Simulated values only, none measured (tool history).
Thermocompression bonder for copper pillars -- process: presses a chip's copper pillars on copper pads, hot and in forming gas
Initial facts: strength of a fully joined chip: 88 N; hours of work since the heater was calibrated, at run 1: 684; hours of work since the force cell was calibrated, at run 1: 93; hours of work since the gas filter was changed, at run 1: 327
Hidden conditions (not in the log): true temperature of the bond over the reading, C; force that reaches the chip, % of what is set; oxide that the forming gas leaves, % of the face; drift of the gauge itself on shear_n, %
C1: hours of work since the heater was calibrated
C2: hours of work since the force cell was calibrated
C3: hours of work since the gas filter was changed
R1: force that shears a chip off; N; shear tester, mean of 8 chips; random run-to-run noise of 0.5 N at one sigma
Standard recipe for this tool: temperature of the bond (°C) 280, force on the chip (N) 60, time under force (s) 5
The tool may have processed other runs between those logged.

{"run": 1, "day": 0.0, "temperature of the bond (°C)": 280, "force on the chip (N)": 60, "time under force (s)": 5, "C1": 684, "C2": 93, "C3": 327, "R1": 39.6}
{"run": 2, "day": 3.779, "temperature of the bond (°C)": 298, "force on the chip (N)": 60, "time under force (s)": 5, "C1": 725, "C2": 134, "C3": 368, "R1": 48.3}
{"run": 3, "day": 7.254, "temperature of the bond (°C)": 298, "force on the chip (N)": 60, "time under force (s)": 5, "C1": 763, "C2": 172, "C3": 406, "R1": 48.4}
{"run": 4, "day": 9.683, "temperature of the bond (°C)": 298, "force on the chip (N)": 60, "time under force (s)": 5, "C1": 790, "C2": 198, "C3": 433, "R1": 48.4}
{"run": 5, "day": 11.754, "temperature of the bond (°C)": 253, "force on the chip (N)": 60, "time under force (s)": 5, "C1": 812, "C2": 221, "C3": 455, "R1": 27.8}
{"day": 13.308, "done": "forming gas filter changed"}
{"run": 6, "day": 13.717, "temperature of the bond (°C)": 253, "force on the chip (N)": 60, "time under force (s)": 5, "C1": 834, "C2": 242, "C3": 4, "R1": 27.7}
{"run": 7, "day": 16.962, "temperature of the bond (°C)": 271, "force on the chip (N)": 60, "time under force (s)": 13, "C1": 869, "C2": 277, "C3": 40, "R1": 50.1}
{"run": 8, "day": 19.471, "temperature of the bond (°C)": 255, "force on the chip (N)": 60, "time under force (s)": 11, "C1": 896, "C2": 305, "C3": 67, "R1": 39.1}
{"run": 9, "day": 23.362, "temperature of the bond (°C)": 280, "force on the chip (N)": 47, "time under force (s)": 5, "C1": 939, "C2": 347, "C3": 110, "R1": 30.6}
{"run": 10, "day": 26.983, "temperature of the bond (°C)": 280, "force on the chip (N)": 60, "time under force (s)": 11, "C1": 978, "C2": 386, "C3": 149, "R1": 51.9}
{"run": 11, "day": 28.842, "temperature of the bond (°C)": 280, "force on the chip (N)": 80, "time under force (s)": 3, "C1": 998, "C2": 407, "C3": 169, "R1": 44.7}

4 options for the next run, each taken on its own from the tool as it stands now. Forecast them:
{"run": "A", "day": 30.825, "temperature of the bond (°C)": 297, "force on the chip (N)": 80, "time under force (s)": 11, "C1": 1020, "C2": 428, "C3": 191, "R1": "?"}
{"run": "B", "day": 30.825, "temperature of the bond (°C)": 292, "force on the chip (N)": 51, "time under force (s)": 5, "C1": 1020, "C2": 428, "C3": 191, "R1": "?"}
{"run": "C", "day": 30.825, "temperature of the bond (°C)": 298, "force on the chip (N)": 38, "time under force (s)": 13, "C1": 1020, "C2": 428, "C3": 191, "R1": "?"}
{"run": "D", "day": 30.825, "temperature of the bond (°C)": 276, "force on the chip (N)": 83, "time under force (s)": 5, "C1": 1020, "C2": 428, "C3": 191, "R1": "?"}

run=A R1=73.8
run=B R1=38.8
run=C R1=42.5
run=D R1=53
The same runs, with their run-to-run variation unchanged, on a tool lacking any hidden condition would have given:
run=A R1=73.9
run=B R1=38.9
run=C R1=42.6
run=D R1=53.1
